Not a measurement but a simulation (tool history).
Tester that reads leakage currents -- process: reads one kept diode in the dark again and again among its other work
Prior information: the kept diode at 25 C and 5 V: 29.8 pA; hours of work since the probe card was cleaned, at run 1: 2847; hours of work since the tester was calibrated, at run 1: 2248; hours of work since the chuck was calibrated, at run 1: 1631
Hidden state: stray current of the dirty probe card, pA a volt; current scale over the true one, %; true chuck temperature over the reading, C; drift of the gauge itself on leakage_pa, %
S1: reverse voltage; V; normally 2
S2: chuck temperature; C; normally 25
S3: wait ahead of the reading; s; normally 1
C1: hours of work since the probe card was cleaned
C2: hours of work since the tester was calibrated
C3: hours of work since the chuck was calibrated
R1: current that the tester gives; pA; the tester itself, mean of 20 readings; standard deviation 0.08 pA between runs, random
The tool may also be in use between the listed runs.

run 1 hour=0 | S1=2 S2=25 S3=1 | C1=2847 C2=2248 C3=1631 | R1=19.06
run 2 hour=71.2 | S1=6.68 S2=25 S3=1 | C1=2892 C2=2293 C3=1677 | R1=33.39
run 3 hour=135 | S1=2 S2=25 S3=1 | C1=2933 C2=2334 C3=1717 | R1=18.77
run 4 hour=248.4 | S1=2 S2=25 S3=1 | C1=3005 C2=2406 C3=1790 | R1=18.81
run 5 hour=391.1 | S1=2 S2=25 S3=2.05 | C1=3096 C2=2497 C3=1881 | R1=18.48
run 6 hour=450.2 | S1=2 S2=29 S3=1 | C1=3134 C2=2535 C3=1918 | R1=25.99
run 7 hour=520.3 | S1=2 S2=29 S3=1 | C1=3179 C2=2580 C3=1963 | R1=25.95
run 8 hour=646.9 | S1=2 S2=26 S3=1.16 | C1=3259 C2=2661 C3=2044 | R1=20.06
run 9 hour=790.2 | S1=2 S2=26 S3=1.16 | C1=3351 C2=2752 C3=2135 | R1=19.8
run 10 hour=914.4 | S1=7.84 S2=33 S3=4.11 | C1=3430 C2=2831 C3=2215 | R1=64
run 11 hour=1051.6 | S1=8.39 S2=40 S3=1 | C1=3518 C2=2919 C3=2302 | R1=115.73
run 12 hour=1151.4 | S1=3.93 S2=25 S3=1 | C1=3581 C2=2982 C3=2366 | R1=24.88
-- hour=1278.8 chuck's temperature calibrated
run 13 hour=1286.9 | S1=2.42 S2=28 S3=0.74 | C1=3666 C2=3068 C3=5 | R1=30.37

What if the next run were any one of these 5? Each begins from the tool's condition after run 13:
-- hour=1302 probe card cleaned and baked
run A hour=1370.2 | S1=2 S2=33 S3=3.78 | C1=44 C2=3119 C3=56 | R1=?
-- hour=1302 probe card cleaned and baked
run B hour=1370.2 | S1=11.61 S2=34 S3=8.09 | C1=44 C2=3119 C3=56 | R1=?
-- hour=1302 probe card cleaned and baked
run C hour=1370.2 | S1=1.26 S2=27 S3=5.09 | C1=44 C2=3119 C3=56 | R1=?
-- hour=1302 probe card cleaned and baked
run D hour=1370.2 | S1=2.42 S2=28 S3=0.81 | C1=44 C2=3119 C3=56 | R1=?
-- hour=1302 probe card cleaned and baked
run E hour=1370.2 | S1=6.67 S2=25 S3=1 | C1=44 C2=3119 C3=56 | R1=?

run=A R1=40.19
run=B R1=92.82
run=C R1=20.06
run=D R1=29.44
run=E R1=35.68
Without the tool's unlogged condition, the same runs would have read:
run=A R1=39.76
run=B R1=91.77
run=C R1=19.84
run=D R1=29.11
run=E R1=35.26

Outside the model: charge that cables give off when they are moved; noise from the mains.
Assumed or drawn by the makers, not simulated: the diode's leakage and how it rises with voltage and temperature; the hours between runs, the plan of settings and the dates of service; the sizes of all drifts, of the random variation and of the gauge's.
